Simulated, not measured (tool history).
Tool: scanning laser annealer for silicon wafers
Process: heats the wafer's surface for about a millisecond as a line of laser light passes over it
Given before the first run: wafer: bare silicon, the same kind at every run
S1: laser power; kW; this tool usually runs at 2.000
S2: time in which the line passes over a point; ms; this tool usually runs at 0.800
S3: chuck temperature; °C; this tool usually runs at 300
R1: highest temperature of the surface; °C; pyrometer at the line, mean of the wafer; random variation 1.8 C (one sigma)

| run | day | S1 | S2 | S3 | R1 |
|---|---|---|---|---|---|
| 1 | 0.000 | 2.000 | 0.800 | 300 | 1021 |
| 2 | 0.383 | 2.000 | 0.800 | 300 | 1019 |
| 3 | 0.779 | 2.000 | 0.800 | 300 | 1018 |
| 4 | 1.192 | 2.000 | 0.686 | 300 | 975 |
| 5 | 1.546 | 2.000 | 0.586 | 300 | 927 |
| 6 | 1.771 | 2.000 | 0.586 | 300 | 929 |
| 7 | 2.096 | 2.000 | 0.586 | 300 | 925 |
| 8 | 2.404 | 1.729 | 0.800 | 300 | 931 |
| 9 | 2.658 | 1.729 | 0.800 | 300 | 930 |
| 10 | 2.979 | 1.992 | 0.800 | 300 | 1015 |
| 11 | 3.321 | 1.992 | 0.800 | 267 | 983 |
| 12 | 3.700 | 2.000 | 0.800 | 300 | 1023 |
| 13 | 4.058 | 1.726 | 0.800 | 300 | 929 |
| 14 | 4.258 | 1.726 | 0.800 | 300 | 931 |
| 15 | 4.462 | 2.000 | 0.800 | 300 | 1024 |
| 16 | 4.875 | 2.000 | 0.682 | 300 | 970 |
| 17 | 5.117 | 2.000 | 0.800 | 261 | 983 |
| 18 | 5.512 | 2.000 | 0.800 | 261 | 983 |
| 19 | 5.825 | 2.000 | 0.800 | 300 | 1021 |
| 20 | 6.217 | 2.000 | 0.800 | 300 | 1016 |
| 21 | 6.433 | 2.000 | 0.800 | 300 | 1019 |
| 22 | 6.800 | 1.847 | 0.566 | 300 | 873 |
| 23 | 7.029 | 1.881 | 0.783 | 293 | 972 |
| 24 | 7.388 | 2.000 | 0.930 | 300 | 1065 |
| 25 | 7.808 | 2.066 | 0.800 | 300 | 1043 |
| 26 | 8.192 | 2.066 | 0.633 | 269 | 941 |
| 27 | 8.558 | 2.066 | 0.633 | 269 | 937 |
| 28 | 8.896 | 2.066 | 0.633 | 269 | 941 |
| 29 | 9.096 | 2.066 | 0.633 | 269 | 941 |
| 30 | 9.325 | 2.056 | 0.765 | 307 | 1030 |
| 31 | 9.658 | 2.148 | 0.673 | 300 | 1013 |
| 32 | 9.838 | 1.817 | 0.684 | 301 | 919 |
| 33 | 10.183 | 1.939 | 0.908 | 325 | 1066 |
| 34 | 10.500 | 1.755 | 0.827 | 334 | 982 |
| 35 | 10.679 | 1.995 | 0.978 | 334 | 1121 |
| 36 | 10.983 | 1.995 | 0.978 | 334 | 1115 |
| 37 | 11.325 | 2.000 | 0.605 | 300 | 936 |
| 38 | 11.612 | 2.000 | 0.605 | 300 | 936 |
| 39 | 11.838 | 1.946 | 0.740 | 291 | 970 |
| 40 | 12.221 | 1.882 | 0.746 | 276 | 935 |
| 41 | 12.579 | 1.882 | 0.746 | 276 | 935 |
| 42 | 12.750 | 1.998 | 0.746 | 300 | 998 |

Here are 3 independent what-if runs from the current tool condition. What would each one return?
| A | 13.138 | 2.042 | 0.811 | 288 | ? |
| B | 13.138 | 2.086 | 0.800 | 334 | ? |
| C | 13.138 | 1.795 | 0.908 | 298 | ? |

| run | R1 |
|---|---|
| A | 1027 |
| B | 1082 |
| C | 989 |
With the hidden condition removed and each run's random variation left untouched, the same runs would have given:
| run | R1 |
|---|---|
| A | 1027 |
| B | 1083 |
| C | 990 |
